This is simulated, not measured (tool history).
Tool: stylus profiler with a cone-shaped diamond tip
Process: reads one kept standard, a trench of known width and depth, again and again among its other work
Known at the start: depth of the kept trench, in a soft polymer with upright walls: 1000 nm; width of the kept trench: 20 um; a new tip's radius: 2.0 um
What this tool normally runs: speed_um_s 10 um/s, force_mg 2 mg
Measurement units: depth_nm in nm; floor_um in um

run	day	speed_um_s	force_mg	depth_nm	floor_um
1	0	10	2	1006.8	16.32
2	1.212	3	2	1006.88	16.35
3	2.067	10	2	1007.22	16.36
4	3.429	10	2	1007.25	16.28
5	4.017	10	2	1007.63	16.25
6	5.229	10	2	1007.51	16.25
7	5.95	10	1.06	1005.05	16.22
8	7.196	2	2.82	1008.72	16.3
9	7.925	3	3.92	1011.01	16.33
10	8.679	3	3.92	1011.37	16.26

Branching from run 10: 4 alternative next runs. What would each branch give?
A	9.625	29	1.46	?	?
B	9.625	5	5.01	?	?
C	9.625	39	1.87	?	?
D	9.625	10	0.89	?	?

run	depth_nm	floor_um
A	1006.55	16.08
B	1012.57	16.29
C	1007.18	16.09
D	1004.87	16.21
Take away the tool's hidden state, keep each run's random variation, and the runs would have read:
run	depth_nm	floor_um
A	1004.88	16.32
B	1010.89	16.52
C	1005.51	16.32
D	1003.2	16.45

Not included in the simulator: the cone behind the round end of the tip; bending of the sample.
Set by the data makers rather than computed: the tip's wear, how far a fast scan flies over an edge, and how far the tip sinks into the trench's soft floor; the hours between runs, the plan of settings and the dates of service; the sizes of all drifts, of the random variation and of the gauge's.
